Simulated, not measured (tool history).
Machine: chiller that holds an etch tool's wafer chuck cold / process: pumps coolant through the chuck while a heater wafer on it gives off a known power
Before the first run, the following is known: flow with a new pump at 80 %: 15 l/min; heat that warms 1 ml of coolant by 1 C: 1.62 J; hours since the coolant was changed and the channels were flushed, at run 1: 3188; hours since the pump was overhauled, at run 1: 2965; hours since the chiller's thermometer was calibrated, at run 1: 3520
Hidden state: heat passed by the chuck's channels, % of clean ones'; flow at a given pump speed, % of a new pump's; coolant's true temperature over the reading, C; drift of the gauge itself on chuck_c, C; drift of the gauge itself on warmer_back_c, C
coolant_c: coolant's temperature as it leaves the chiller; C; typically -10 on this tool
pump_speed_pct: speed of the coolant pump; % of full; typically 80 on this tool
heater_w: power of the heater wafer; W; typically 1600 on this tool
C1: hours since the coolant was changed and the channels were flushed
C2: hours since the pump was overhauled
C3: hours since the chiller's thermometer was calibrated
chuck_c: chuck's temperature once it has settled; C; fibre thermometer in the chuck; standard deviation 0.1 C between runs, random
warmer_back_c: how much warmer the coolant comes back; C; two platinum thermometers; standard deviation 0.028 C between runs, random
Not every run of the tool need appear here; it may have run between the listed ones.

Run 1, hour 0: usual settings; C1 3188; C2 2965; C3 3520. Result: chuck_c 2.1 C, warmer_back_c 3.94 C.
At hour 27.6: chiller's thermometer calibrated.
Run 2, hour 118.8: usual settings but heater_w 1339 W; C1 3306; C2 3083; C3 91. Result: chuck_c 0.1 C, warmer_back_c 3.3 C.
Run 3, hour 226.1: usual settings but pump_speed_pct 81 % of full; C1 3414; C2 3190; C3 198. Result: chuck_c 1.7 C, warmer_back_c 3.83 C.
Run 4, hour 324.8: usual settings but pump_speed_pct 81 % of full; C1 3512; C2 3289; C3 297. Result: chuck_c 2 C, warmer_back_c 3.83 C.
Run 5, hour 401: usual settings but pump_speed_pct 81 % of full; C1 3588; C2 3365; C3 373. Result: chuck_c 1.9 C, warmer_back_c 3.81 C.
Run 6, hour 509.7: usual settings but pump_speed_pct 81 % of full; C1 3697; C2 3473; C3 482. Result: chuck_c 2 C, warmer_back_c 3.8 C.
Run 7, hour 594.3: usual settings but coolant_c -1 C, pump_speed_pct 81 % of full; C1 3782; C2 3558; C3 567. Result: chuck_c 11 C, warmer_back_c 3.78 C.
Run 8, hour 720.1: usual settings but coolant_c -1 C, pump_speed_pct 81 % of full; C1 3908; C2 3684; C3 693. Result: chuck_c 11.1 C, warmer_back_c 3.78 C.
At hour 822.2: coolant changed, channels flushed.
Run 9, hour 849.8: usual settings but coolant_c -1 C, pump_speed_pct 81 % of full; C1 28; C2 3808; C3 816. Result: chuck_c 11 C, warmer_back_c 3.79 C.
Run 10, hour 952.8: usual settings but coolant_c -8 C, pump_speed_pct 64 % of full, heater_w 1058 W; C1 131; C2 3911; C3 919. Result: chuck_c 0.9 C, warmer_back_c 3.09 C.

Forecast each of these 3 alternatives for the next run:
Run A, hour 1052: usual settings but pump_speed_pct 93 % of full, heater_w 937 W; C1 230; C2 4010; C3 1018. Result: chuck_c ?, warmer_back_c ?.
Run B, hour 1052: usual settings but pump_speed_pct 99 % of full, heater_w 1999 W; C1 230; C2 4010; C3 1018. Result: chuck_c ?, warmer_back_c ?.
Run C, hour 1052: usual settings but coolant_c -18 C, pump_speed_pct 64 % of full, heater_w 1058 W; C1 230; C2 4010; C3 1018. Result: chuck_c ?, warmer_back_c ?.

run  chuck_c  warmer_back_c
  A     -3.7           1.82
  B      3.5            3.8
  C     -8.9           3.13
Without the tool's hidden state the same runs would have given:
run  chuck_c  warmer_back_c
  A     -3.7           1.95
  B      3.5           3.94
  C     -8.9           3.27
